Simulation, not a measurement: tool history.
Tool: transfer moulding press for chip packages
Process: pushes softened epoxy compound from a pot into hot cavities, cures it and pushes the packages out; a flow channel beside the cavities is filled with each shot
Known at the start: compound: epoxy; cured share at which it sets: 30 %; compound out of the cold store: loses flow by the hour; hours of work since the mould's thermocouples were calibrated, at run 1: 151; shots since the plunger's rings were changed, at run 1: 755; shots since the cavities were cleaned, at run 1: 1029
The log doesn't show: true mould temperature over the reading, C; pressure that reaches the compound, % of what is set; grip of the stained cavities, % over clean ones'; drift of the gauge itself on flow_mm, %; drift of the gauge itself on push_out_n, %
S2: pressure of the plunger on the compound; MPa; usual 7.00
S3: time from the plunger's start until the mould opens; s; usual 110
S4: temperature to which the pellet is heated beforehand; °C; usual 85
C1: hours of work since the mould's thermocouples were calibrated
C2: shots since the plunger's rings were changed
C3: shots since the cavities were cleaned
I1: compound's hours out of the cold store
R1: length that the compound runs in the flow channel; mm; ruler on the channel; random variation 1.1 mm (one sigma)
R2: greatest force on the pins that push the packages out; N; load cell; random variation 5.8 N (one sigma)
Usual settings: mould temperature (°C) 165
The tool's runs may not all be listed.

Run 1, hour 0.0: usual settings; C1 151; C2 755; C3 1029; I1 23.3. Result: R1 587 mm, R2 208 N.
At hour 8.3: cavities cleaned with cleaning compound and waxed.
Run 2, hour 18.1: usual settings; C1 162; C2 941; C3 110; I1 23.8. Result: R1 585 mm, R2 210 N.
Run 3, hour 40.1: usual settings but mould temperature (°C) 168; C1 176; C2 1188; C3 357; I1 13.7. Result: R1 600 mm, R2 187 N.
Run 4, hour 66.1: usual settings but mould temperature (°C) 168; C1 192; C2 1480; C3 649; I1 30.9. Result: R1 560 mm, R2 190 N.
Run 5, hour 80.4: usual settings but mould temperature (°C) 168; C1 201; C2 1640; C3 809; I1 26.5. Result: R1 572 mm, R2 187 N.
Run 6, hour 105.9: usual settings but mould temperature (°C) 168; C1 218; C2 1927; C3 1096; I1 31.8. Result: R1 562 mm, R2 191 N.
At hour 109.6: cavities cleaned with cleaning compound and waxed.
Run 7, hour 129.6: usual settings but S4 89 °C; C1 232; C2 2176; C3 225; I1 19.7. Result: R1 594 mm, R2 212 N.
Run 8, hour 145.3: usual settings but S4 89 °C; C1 242; C2 2352; C3 401; I1 18.0. Result: R1 597 mm, R2 212 N.
Run 9, hour 161.5: usual settings but S4 89 °C; C1 252; C2 2534; C3 583; I1 9.2. Result: R1 620 mm, R2 211 N.
Run 10, hour 179.1: usual settings but S3 135 s; C1 263; C2 2731; C3 780; I1 14.4. Result: R1 609 mm, R2 190 N.
At hour 210.1: cavities cleaned with cleaning compound and waxed.
Run 11, hour 214.6: usual settings but S3 135 s; C1 285; C2 3113; C3 51; I1 12.2. Result: R1 614 mm, R2 175 N.
Run 12, hour 231.6: usual settings but S3 135 s; C1 296; C2 3303; C3 241; I1 44.3. Result: R1 540 mm, R2 176 N.
Run 13, hour 256.6: usual settings but mould temperature (°C) 173, S2 6.96 MPa, S3 134 s, S4 81 °C; C1 312; C2 3584; C3 522; I1 37.8. Result: R1 535 mm, R2 174 N.
Run 14, hour 285.0: usual settings but mould temperature (°C) 166, S2 8.76 MPa, S3 135 s, S4 77 °C; C1 330; C2 3903; C3 841; I1 35.0. Result: R1 626 mm, R2 175 N.

The next listed run, before its measurement:
At hour 309.5: cavities cleaned with cleaning compound and waxed.
Run 15, hour 319.9: usual settings but mould temperature (°C) 166, S2 8.06 MPa, S3 130 s, S4 77 °C; C1 351; C2 4278; C3 116; I1 33.8. Result: R1 ?, R2 ?.

R1: 602 mm
R2: 183 N
Without the tool's hidden state the same run would have given R1 602 mm, R2 182 N.

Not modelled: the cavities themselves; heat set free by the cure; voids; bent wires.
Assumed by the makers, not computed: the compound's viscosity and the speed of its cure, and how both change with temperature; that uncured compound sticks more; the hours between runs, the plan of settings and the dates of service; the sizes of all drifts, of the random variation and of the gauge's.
